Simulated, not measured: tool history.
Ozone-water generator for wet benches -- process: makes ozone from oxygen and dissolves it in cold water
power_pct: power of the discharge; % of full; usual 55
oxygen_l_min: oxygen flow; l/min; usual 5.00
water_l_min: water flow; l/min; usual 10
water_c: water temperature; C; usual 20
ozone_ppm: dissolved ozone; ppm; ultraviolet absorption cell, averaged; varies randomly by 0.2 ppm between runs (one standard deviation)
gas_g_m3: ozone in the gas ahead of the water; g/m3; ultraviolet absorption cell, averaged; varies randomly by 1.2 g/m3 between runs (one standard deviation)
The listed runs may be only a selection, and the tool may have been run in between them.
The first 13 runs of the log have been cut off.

Run 14, hour 1071.5: usual settings but oxygen_l_min 4.79 l/min. Result: ozone_ppm 27.5 ppm, gas_g_m3 219.2 g/m3.
Run 15, hour 1123.4: usual settings but oxygen_l_min 4.79 l/min. Result: ozone_ppm 27.3 ppm, gas_g_m3 220.2 g/m3.
Run 16, hour 1188.7: usual settings but oxygen_l_min 4.79 l/min. Result: ozone_ppm 27.5 ppm, gas_g_m3 218.7 g/m3.
Run 17, hour 1279.6: usual settings but oxygen_l_min 4.79 l/min. Result: ozone_ppm 27.3 ppm, gas_g_m3 220.6 g/m3.
Run 18, hour 1375.8: usual settings but power_pct 95 % of full, oxygen_l_min 4.07 l/min, water_c 19 C. Result: ozone_ppm 37.8 ppm, gas_g_m3 322.0 g/m3.
Run 19, hour 1460.6: usual settings but power_pct 95 % of full, oxygen_l_min 4.07 l/min, water_c 19 C. Result: ozone_ppm 37.8 ppm, gas_g_m3 320.7 g/m3.
At hour 1472.6: contactor cleaned.
Run 20, hour 1538.9: usual settings but power_pct 42 % of full, oxygen_l_min 8.05 l/min, water_l_min 9 l/min, water_c 27 C. Result: ozone_ppm 19.1 ppm, gas_g_m3 152.4 g/m3.
Run 21, hour 1654.7: usual settings but power_pct 46 % of full, oxygen_l_min 8.05 l/min, water_l_min 7 l/min, water_c 21 C. Result: ozone_ppm 25.9 ppm, gas_g_m3 158.4 g/m3.
At hour 1707.3: contactor cleaned, once more.
Run 22, hour 1748.5: usual settings but oxygen_l_min 8.05 l/min, water_c 21 C. Result: ozone_ppm 25.8 ppm, gas_g_m3 176.7 g/m3.
Run 23, hour 1854.7: usual settings but power_pct 46 % of full, oxygen_l_min 2.55 l/min. Result: ozone_ppm 24.5 ppm, gas_g_m3 257.3 g/m3.
Run 24, hour 1932.6: usual settings but power_pct 89 % of full, oxygen_l_min 5.99 l/min, water_c 15 C. Result: ozone_ppm 40.4 ppm, gas_g_m3 260.4 g/m3.
Run 25, hour 1981.7: usual settings but power_pct 89 % of full, oxygen_l_min 7.25 l/min, water_c 15 C. Result: ozone_ppm 39.7 ppm, gas_g_m3 239.5 g/m3.
Run 26, hour 2081.5: usual settings but power_pct 51 % of full, oxygen_l_min 5.87 l/min, water_l_min 11 l/min. Result: ozone_ppm 25.1 ppm, gas_g_m3 192.7 g/m3.
Run 27, hour 2189.6: usual settings but power_pct 41 % of full, oxygen_l_min 5.34 l/min, water_l_min 13 l/min. Result: ozone_ppm 20.0 ppm, gas_g_m3 175.6 g/m3.
Run 28, hour 2288.2: usual settings but oxygen_l_min 8.19 l/min. Result: ozone_ppm 26.5 ppm, gas_g_m3 175.8 g/m3.
Run 29, hour 2372.7: usual settings but power_pct 53 % of full, water_c 25 C. Result: ozone_ppm 24.6 ppm, gas_g_m3 209.6 g/m3.
Run 30, hour 2485.1: usual settings but power_pct 53 % of full, water_c 14 C. Result: ozone_ppm 30.4 ppm, gas_g_m3 206.9 g/m3.
Run 31, hour 2537.7: usual settings but power_pct 53 % of full, water_l_min 7 l/min, water_c 17 C. Result: ozone_ppm 35.1 ppm, gas_g_m3 208.4 g/m3.
Run 32, hour 2613.2: usual settings but power_pct 53 % of full, oxygen_l_min 7.13 l/min, water_l_min 7 l/min, water_c 17 C. Result: ozone_ppm 33.6 ppm, gas_g_m3 178.9 g/m3.

Consider 5 possible next runs. They are alternatives, not a sequence: every one starts from the tool as it was left by run 32. What does each give?
Run A, hour 2670.9: usual settings but oxygen_l_min 4.62 l/min, water_l_min 12 l/min. Result: ozone_ppm ?, gas_g_m3 ?.
Run B, hour 2670.9: usual settings but power_pct 62 % of full, oxygen_l_min 7.13 l/min, water_l_min 6 l/min, water_c 17 C. Result: ozone_ppm ?, gas_g_m3 ?.
Run C, hour 2670.9: usual settings but power_pct 42 % of full. Result: ozone_ppm ?, gas_g_m3 ?.
Run D, hour 2670.9: usual settings but power_pct 53 % of full, oxygen_l_min 8.70 l/min, water_l_min 16 l/min, water_c 27 C. Result: ozone_ppm ?, gas_g_m3 ?.
Run E, hour 2670.9: usual settings but oxygen_l_min 8.23 l/min, water_l_min 7 l/min, water_c 17 C. Result: ozone_ppm ?, gas_g_m3 ?.

run  ozone_ppm  gas_g_m3
  A       25.3     221.2
  B       38.1     199.1
  C       23.7     183.5
  D       17.6     165.3
  E       32.9     172.9
What these runs would have given with no unlogged condition in the tool:
run  ozone_ppm  gas_g_m3
  A       26.5     230.6
  B       40.2     208.3
  C       24.7     189.9
  D       18.4     172.1
  E       34.6     180.3
